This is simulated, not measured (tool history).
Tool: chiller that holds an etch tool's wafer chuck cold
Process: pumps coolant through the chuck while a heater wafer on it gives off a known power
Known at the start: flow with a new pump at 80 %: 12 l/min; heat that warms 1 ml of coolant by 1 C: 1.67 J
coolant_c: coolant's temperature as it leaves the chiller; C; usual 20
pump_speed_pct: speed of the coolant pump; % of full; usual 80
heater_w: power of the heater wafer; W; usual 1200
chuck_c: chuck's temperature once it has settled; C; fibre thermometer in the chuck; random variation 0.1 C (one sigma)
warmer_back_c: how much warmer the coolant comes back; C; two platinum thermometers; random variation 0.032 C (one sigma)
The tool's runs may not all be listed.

run   hour  coolant_c  pump_speed_pct  heater_w  chuck_c  warmer_back_c
  1    0.0         20              80      1200     29.7           3.56
  2   24.9         20              80      1200     29.7           3.50
  3   54.3         20              80      1200     29.6           3.60
  4   98.9         20              92      1200     28.8           3.06
  5  136.4         20              92      1200     28.9           3.10
  6  182.8         20              92      1200     29.0           3.08
  7  220.5         20              92      1200     28.8           3.03
     239.7  -- chiller's thermometer calibrated
  8  268.4         20              92      1200     28.9           2.97
  9  310.7         20              66      1200     31.1           4.17
 10  334.7         20              66      1200     31.3           4.13
 11  368.0         20              80       662     25.4           1.83
 12  401.7         20              80       662     25.7           1.79
 13  433.6         14              80      1200     24.0           3.34
 14  476.5         14              80      1200     23.7           3.39
 15  509.6         14              80      1200     23.8           3.36
 16  542.5         14              80      1200     23.8           3.32
 17  591.3         14              80      1200     23.9           3.29
 18  623.2         23              80      1002     31.3           2.69
 19  670.1         28              60       812     36.2           2.88

Forecast run 20:
 20  721.0         10              73      1646        ?              ?

{"run 20": {"chuck_c": 24.2, "warmer_back_c": 5.03}}
Without the tool's hidden state the same run would have given chuck_c 24.2 C, warmer_back_c 5.36 C.
